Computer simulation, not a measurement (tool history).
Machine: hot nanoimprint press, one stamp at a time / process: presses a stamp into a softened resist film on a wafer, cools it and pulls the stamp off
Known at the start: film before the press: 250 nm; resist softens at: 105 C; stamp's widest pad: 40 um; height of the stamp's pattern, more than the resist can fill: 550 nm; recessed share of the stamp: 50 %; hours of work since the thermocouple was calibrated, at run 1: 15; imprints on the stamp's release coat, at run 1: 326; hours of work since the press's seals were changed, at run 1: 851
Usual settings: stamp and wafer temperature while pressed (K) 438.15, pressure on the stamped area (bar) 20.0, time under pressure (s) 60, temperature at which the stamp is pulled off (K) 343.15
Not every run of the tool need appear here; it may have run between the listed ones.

run   hour  stamp and wafer temperature while pressed (K)  pressure on the stamped area (bar)  time under pressure (s)  temperature at which the stamp is pulled off (K)  hours of work since the thermocouple was calibrated  imprints on the stamp's release coat  hours of work since the press's seals were changed  resist left under the stamp's widest pad (nm)  greatest force while the stamp is pulled off (N)
  1    0.0                                         438.15                                20.0                       60                                            343.15                                                   15                                   326                                                 851                                          155.3                                               120
  2   61.7                                         438.15                                20.0                       60                                            343.15                                                   62                                   519                                                 898                                          153.9                                               122
  3  124.0                                         438.15                                20.0                       60                                            343.15                                                  110                                   715                                                 946                                          153.6                                               124
  4  173.6                                         438.15                                20.0                       34                                            343.15                                                  148                                   870                                                 984                                          177.9                                               126
     187.6  -- press's hydraulic seals changed and the load cell set to zero
  5  219.4                                         438.15                                20.0                       60                                            343.15                                                  177                                   989                                                  24                                          147.3                                               128
  6  268.1                                         438.15                                20.0                       60                                            343.15                                                  215                                  1141                                                  62                                          146.5                                               131
  7  312.2                                         438.15                                20.0                       60                                            343.15                                                  249                                  1280                                                  96                                          145.2                                               130
     334.0  -- plate thermocouple calibrated
     340.0  -- stamp cleaned and given a new release coat
  8  370.7                                         438.15                                20.0                       60                                            343.15                                                   24                                    96                                                 134                                          151.3                                               117
  9  436.5                                         438.15                                20.0                       60                                            343.15                                                   74                                   302                                                 184                                          151.3                                               122
 10  464.9                                         438.15                                20.0                       81                                            343.15                                                   96                                   391                                                 206                                          136.8                                               122
 11  502.3                                         438.15                                20.0                       81                                            343.15                                                  125                                   508                                                 235                                          136.8                                               123
 12  557.7                                         438.15                                20.0                       81                                            343.15                                                  167                                   682                                                 278                                          135.6                                               124
 13  624.3                                         438.15                                21.1                       81                                            343.15                                                  219                                   891                                                 329                                          132.6                                               123
     687.2  -- plate thermocouple calibrated
 14  689.1                                         438.15                                21.1                       81                                            343.15                                                    1                                  1085                                                 376                                          136.1                                               130

Run 15 has not been measured yet. What should we expect?
 15  751.9                                         438.15                                21.1                       72                                            349.15                                                   50                                  1282                                                 425                                              ?                                                 ?

resist left under the stamp's widest pad (nm): 140.1
greatest force while the stamp is pulled off (N): 112
Without the tool's hidden state the same run would have given resist left under the stamp's widest pad (nm) 138.3, greatest force while the stamp is pulled off (N) 98.

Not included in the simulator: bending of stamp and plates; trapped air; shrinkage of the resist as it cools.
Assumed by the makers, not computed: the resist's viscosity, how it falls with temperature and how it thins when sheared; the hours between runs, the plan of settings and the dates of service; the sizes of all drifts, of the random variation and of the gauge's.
